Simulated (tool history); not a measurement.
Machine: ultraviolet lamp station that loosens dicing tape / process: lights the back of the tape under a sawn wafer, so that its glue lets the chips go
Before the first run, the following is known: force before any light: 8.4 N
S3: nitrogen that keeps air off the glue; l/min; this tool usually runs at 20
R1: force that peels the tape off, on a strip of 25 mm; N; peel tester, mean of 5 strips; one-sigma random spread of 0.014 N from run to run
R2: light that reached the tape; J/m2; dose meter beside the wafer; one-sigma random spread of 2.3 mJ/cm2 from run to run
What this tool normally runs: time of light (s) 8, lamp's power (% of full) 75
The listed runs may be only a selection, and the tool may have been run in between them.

run 1 hour=0.0 | time_of_light_(s)=8 lamp's_power_(%_of_full)=75 S3=20 | R1=1.424 R2=1710
run 2 hour=59.2 | time_of_light_(s)=8 lamp's_power_(%_of_full)=75 S3=20 | R1=1.371 R2=1650
run 3 hour=110.3 | time_of_light_(s)=8 lamp's_power_(%_of_full)=75 S3=20 | R1=1.386 R2=1600
-- hour=156.0 window cleaned of glue's vapour
run 4 hour=194.7 | time_of_light_(s)=8 lamp's_power_(%_of_full)=75 S3=20 | R1=1.651 R2=1520
run 5 hour=242.6 | time_of_light_(s)=8 lamp's_power_(%_of_full)=75 S3=20 | R1=1.771 R2=1400
run 6 hour=300.6 | time_of_light_(s)=8 lamp's_power_(%_of_full)=75 S3=37 | R1=1.394 R2=1430
run 7 hour=367.2 | time_of_light_(s)=8 lamp's_power_(%_of_full)=75 S3=20 | R1=1.845 R2=1340
run 8 hour=459.4 | time_of_light_(s)=8 lamp's_power_(%_of_full)=75 S3=16 | R1=2.208 R2=1350
-- hour=484.4 window cleaned of glue's vapour, once more
run 9 hour=499.1 | time_of_light_(s)=8 lamp's_power_(%_of_full)=75 S3=16 | R1=1.482 R2=1750
-- hour=531.6 lamp changed
run 10 hour=539.8 | time_of_light_(s)=8 lamp's_power_(%_of_full)=75 S3=16 | R1=0.821 R2=2330
run 11 hour=584.9 | time_of_light_(s)=8 lamp's_power_(%_of_full)=75 S3=16 | R1=0.808 R2=2280
run 12 hour=656.2 | time_of_light_(s)=8 lamp's_power_(%_of_full)=89 S3=20 | R1=0.510 R2=2640
run 13 hour=736.4 | time_of_light_(s)=8 lamp's_power_(%_of_full)=89 S3=20 | R1=0.539 R2=2610
run 14 hour=805.2 | time_of_light_(s)=8 lamp's_power_(%_of_full)=89 S3=20 | R1=0.568 R2=2510
run 15 hour=896.2 | time_of_light_(s)=8 lamp's_power_(%_of_full)=67 S3=20 | R1=1.157 R2=1840
run 16 hour=971.7 | time_of_light_(s)=6 lamp's_power_(%_of_full)=67 S3=20 | R1=1.928 R2=1360
run 17 hour=1017.7 | time_of_light_(s)=8 lamp's_power_(%_of_full)=74 S3=20 | R1=0.988 R2=1910
run 18 hour=1109.1 | time_of_light_(s)=8 lamp's_power_(%_of_full)=68 S3=20 | R1=1.269 R2=1690
run 19 hour=1169.7 | time_of_light_(s)=8 lamp's_power_(%_of_full)=68 S3=20 | R1=1.358 R2=1670
run 20 hour=1220.1 | time_of_light_(s)=9 lamp's_power_(%_of_full)=75 S3=20 | R1=0.932 R2=2050
run 21 hour=1306.3 | time_of_light_(s)=8 lamp's_power_(%_of_full)=75 S3=33 | R1=0.965 R2=1770
-- hour=1388.3 window cleaned of glue's vapour
run 22 hour=1390.4 | time_of_light_(s)=5 lamp's_power_(%_of_full)=75 S3=29 | R1=1.859 R2=1280
run 23 hour=1473.2 | time_of_light_(s)=5 lamp's_power_(%_of_full)=75 S3=29 | R1=1.891 R2=1230
run 24 hour=1538.8 | time_of_light_(s)=5 lamp's_power_(%_of_full)=71 S3=29 | R1=2.096 R2=1150
run 25 hour=1608.5 | time_of_light_(s)=8 lamp's_power_(%_of_full)=62 S3=20 | R1=1.503 R2=1550
run 26 hour=1669.2 | time_of_light_(s)=5 lamp's_power_(%_of_full)=75 S3=23 | R1=2.253 R2=1180
run 27 hour=1742.0 | time_of_light_(s)=7 lamp's_power_(%_of_full)=91 S3=20 | R1=1.045 R2=1890
run 28 hour=1796.0 | time_of_light_(s)=8 lamp's_power_(%_of_full)=80 S3=19 | R1=1.156 R2=1860
run 29 hour=1873.8 | time_of_light_(s)=8 lamp's_power_(%_of_full)=80 S3=8 | R1=2.018 R2=1810
run 30 hour=1911.8 | time_of_light_(s)=8 lamp's_power_(%_of_full)=80 S3=8 | R1=2.001 R2=1760
run 31 hour=1964.6 | time_of_light_(s)=4 lamp's_power_(%_of_full)=80 S3=25 | R1=3.110 R2=880
run 32 hour=2027.1 | time_of_light_(s)=4 lamp's_power_(%_of_full)=80 S3=25 | R1=3.169 R2=880

Estimate the outcome of run 33 from the log above:
-- hour=2100.0 lamp changed
run 33 hour=2102.4 | time_of_light_(s)=4 lamp's_power_(%_of_full)=80 S3=25 | R1=? R2=?

R1: 2.282 N
R2: 1090 J/m2
If the tool had no hidden condition, the same run with the same run-to-run variation would have returned R1 1.852 N, R2 1280 J/m2.
